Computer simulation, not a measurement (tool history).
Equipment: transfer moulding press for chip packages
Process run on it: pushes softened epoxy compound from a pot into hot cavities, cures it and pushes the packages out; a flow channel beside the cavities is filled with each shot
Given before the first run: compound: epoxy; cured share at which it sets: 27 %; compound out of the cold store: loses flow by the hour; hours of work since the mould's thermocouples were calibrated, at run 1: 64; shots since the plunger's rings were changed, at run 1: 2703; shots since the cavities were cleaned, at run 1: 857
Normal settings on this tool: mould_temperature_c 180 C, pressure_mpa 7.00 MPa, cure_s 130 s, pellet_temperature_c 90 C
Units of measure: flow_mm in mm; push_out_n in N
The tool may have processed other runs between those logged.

run	hour	mould_temperature_c	pressure_mpa	cure_s	pellet_temperature_c	hours of work since the mould's thermocouples were calibrated	shots since the plunger's rings were changed	shots since the cavities were cleaned	incoming compound's hours out of the cold store	flow_mm	push_out_n
1	0.0	180	7.00	130	90	64	2703	857	46.1	602	953
2	11.5	180	7.00	136	90	72	2808	962	40.0	623	939
3	18.4	180	7.00	136	90	76	2870	1024	46.2	601	945
4	28.8	180	7.36	130	90	83	2965	1119	9.7	782	1087
# hour 36.0: cavities cleaned with cleaning compound and waxed
5	43.0	180	7.36	130	90	92	3081	64	36.8	657	575
6	57.0	180	7.36	130	90	101	3208	191	43.0	623	671
# hour 64.0: plunger's sealing rings changed
7	66.2	180	7.36	130	90	106	20	252	28.2	718	746
8	75.2	180	8.39	130	90	112	102	334	16.5	827	802
9	87.7	180	8.39	130	90	120	216	448	44.4	686	822
10	102.3	185	8.39	130	90	130	349	581	29.2	755	771
11	110.4	185	8.39	130	90	136	423	655	9.4	846	821
12	126.0	180	6.11	130	90	146	565	797	36.5	621	953
13	133.5	180	6.11	130	90	151	633	865	15.8	708	1025
14	140.3	180	6.11	130	90	156	695	927	16.1	707	1032
15	149.4	180	6.11	130	90	162	777	1009	36.2	621	957
16	165.8	180	6.11	130	90	173	926	1158	37.3	612	1028
# hour 169.4: cavities cleaned with cleaning compound and waxed
17	181.3	178	6.45	130	90	183	1054	109	24.4	687	674
18	196.0	178	6.45	130	90	193	1188	243	46.8	588	776
19	205.5	188	7.00	130	90	199	1274	329	25.7	681	652
20	218.2	188	6.24	166	88	208	1389	444	14.8	698	713
21	226.4	179	7.75	170	83	213	1464	519	13.6	796	744
22	235.7	179	7.75	170	83	220	1549	604	25.4	736	785
23	245.6	181	7.00	140	90	226	1639	694	26.8	691	825
24	256.8	185	7.00	118	90	234	1741	796	29.3	667	869
25	267.8	186	7.00	152	90	241	1842	897	23.3	691	838
26	274.8	188	5.31	133	90	246	1905	960	37.0	550	832
27	284.7	174	5.50	113	99	253	1995	1050	45.1	549	1721

5 options for the next run, each taken on its own from the tool as it stands now. Forecast them:
A	297.1	180	7.46	130	93	261	2107	1162	24.2	?	?
B	297.1	179	7.00	132	85	261	2107	1162	15.2	?	?
C	297.1	182	7.00	130	90	261	2107	1162	33.3	?	?
D	297.1	174	5.23	147	99	261	2107	1162	18.1	?	?
E	297.1	180	7.00	130	98	261	2107	1162	19.1	?	?

run	flow_mm	push_out_n
A	725	1052
B	750	1047
C	660	944
D	640	1154
E	721	1046
Without the tool's hidden state the same runs would have given:
run	flow_mm	push_out_n
A	749	517
B	775	517
C	682	463
D	662	572
E	745	515
